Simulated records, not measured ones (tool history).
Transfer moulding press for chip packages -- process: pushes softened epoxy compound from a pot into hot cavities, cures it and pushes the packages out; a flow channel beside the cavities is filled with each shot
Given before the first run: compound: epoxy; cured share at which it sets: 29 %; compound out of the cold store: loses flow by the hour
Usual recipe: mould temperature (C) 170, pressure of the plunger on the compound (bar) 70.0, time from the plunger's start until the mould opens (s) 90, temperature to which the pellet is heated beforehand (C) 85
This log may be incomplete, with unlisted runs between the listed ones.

run,day,mould temperature (C),pressure of the plunger on the compound (bar),time from the plunger's start until the mould opens (s),temperature to which the pellet is heated beforehand (C),incoming compound's hours out of the cold store,length that the compound runs in the flow channel (mm),greatest force on the pins that push the packages out (N)
1,0.000,170,70.0,90,85,31.3,544,997
# day 0.204: cavities cleaned with cleaning compound and waxed
2,0.529,170,70.0,90,85,9.2,614,637
3,0.862,170,70.0,90,85,14.8,592,706
4,1.225,170,70.0,90,85,21.4,562,773
5,1.479,170,70.0,90,85,45.7,493,808
6,1.942,170,70.0,90,85,15.1,582,940
7,2.179,170,70.0,90,85,43.5,486,913
8,2.467,170,70.0,90,85,24.1,562,973
# day 2.725: cavities cleaned with cleaning compound and waxed
9,2.858,170,70.0,90,85,30.0,528,550
10,3.362,170,70.0,90,85,34.4,518,679
11,3.633,170,70.0,90,85,40.6,496,768
12,4.046,170,70.0,90,85,24.3,547,852
13,4.304,165,70.0,90,85,46.5,488,1113
14,4.562,170,70.0,90,85,40.9,486,914
15,5.012,170,70.0,90,85,46.9,470,961
# day 5.279: cavities cleaned with cleaning compound and waxed
16,5.521,170,65.1,90,85,45.9,463,547
17,5.904,170,65.1,90,85,15.8,554,707
18,6.358,171,70.0,82,85,32.1,518,890
19,6.775,171,70.0,82,85,34.1,504,963
20,7.200,178,70.0,82,93,13.6,563,790
21,7.688,174,60.5,115,91,18.3,510,810
# day 7.796: cavities cleaned with cleaning compound and waxed
22,8.138,174,72.3,100,93,11.3,583,509
23,8.358,170,70.0,90,80,41.9,476,677
24,8.779,170,70.0,90,80,27.1,525,778
25,9.296,170,63.6,128,94,31.8,482,721
26,9.650,170,59.5,90,81,43.1,437,874
27,10.150,165,59.5,80,94,45.6,436,1563
# day 10.329: cavities cleaned with cleaning compound and waxed
28,10.604,178,70.0,91,85,21.5,529,484

Here are 3 independent what-if runs from the current tool condition. What would each one return?
A,11.117,170,55.1,73,85,35.9,?,?
B,11.117,170,88.0,90,85,38.7,?,?
C,11.117,178,61.0,95,85,46.8,?,?

run,length that the compound runs in the flow channel (mm),greatest force on the pins that push the packages out (N)
A,429,1147
B,533,742
C,421,591
With no hidden state in the tool, these same runs would have given:
run,length that the compound runs in the flow channel (mm),greatest force on the pins that push the packages out (N)
A,462,802
B,574,507
C,453,389
